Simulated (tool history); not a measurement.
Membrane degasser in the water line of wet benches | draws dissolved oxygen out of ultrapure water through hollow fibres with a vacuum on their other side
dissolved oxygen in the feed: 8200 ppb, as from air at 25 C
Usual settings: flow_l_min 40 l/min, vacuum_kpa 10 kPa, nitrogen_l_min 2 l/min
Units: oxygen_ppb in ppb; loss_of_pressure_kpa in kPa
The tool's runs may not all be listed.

run     day  flow_l_min  vacuum_kpa  nitrogen_l_min  oxygen_ppb  loss_of_pressure_kpa
  1       0          40          10               2       299.2                 34.16
  2   2.917          40          10               2       300.3                 34.27
  3   4.346          40          10            3.49       184.6                 34.18
  4   7.496          40          10               2       298.1                  34.2
  5  10.375          40          10               2       298.8                 34.24
  6  13.021          40          10               2       299.8                 34.12
  7  14.288          40          10            2.02       298.3                 34.24
  8  17.133          40          10               2       299.9                 34.33
  9   19.55          40         6.8               2       163.3                 34.18
 10  21.121          40          10            2.47       249.5                 34.16
 11  23.346          46          10            2.47       286.8                 39.46
 12  26.262          46          10            2.47       287.9                 39.49
 13  27.892          46          10            2.47       288.3                 39.38
 14  30.638          46          10            2.47         290                 39.31
 15  32.571          46          10            2.47       286.6                 39.32
 16  35.342          40          10            1.43       395.4                 34.27
 17  37.429          27          10               2       209.5                 23.21
 18  39.692          44          10               2       328.7                 37.76
 19  41.171          26         6.7               2       105.1                 22.37
 20    43.8          26         6.7               2       105.2                 22.51
 21  46.367          52         6.7               2       213.1                 44.28
 22    48.7          40        12.1            3.42         243                 34.17
 23  51.625          47        14.2            1.02       909.2                 40.27
 24  54.038          40          10            3.32       194.6                  34.2
 25  56.683          56          10            0.83         777                 47.95
 26  58.554          40         6.5            0.83         304                 34.28
 27  61.596          50          12            1.47       596.3                 42.65
 28   64.45          45          10               2       338.1                 38.62
 29  66.721          40         9.2            5.04       118.4                 34.11
 30  68.521          40         9.2            5.04       118.9                 34.43
 31  71.242          40        11.9            5.04       169.5                 34.36
 32   73.15          37        11.9            5.04       154.3                 31.62

4 ways to go on from here, each from the tool as it stands after run 32. What would each give?
  A  74.6          37        19.6            5.04           ?                     ?
  B  74.6          37          18            5.04           ?                     ?
  C  74.6          31          10            1.47           ?                     ?
  D  74.6          52          11            2.23           ?                     ?

run  oxygen_ppb  loss_of_pressure_kpa
  A         282                 31.68
  B       260.2                 31.81
  C       308.5                 26.52
  D         406                 44.46
Without the tool's hidden state the same runs would have given:
run  oxygen_ppb  loss_of_pressure_kpa
  A       281.9                 31.67
  B       260.1                  31.8
  C       308.2                 26.51
  D       405.7                 44.45
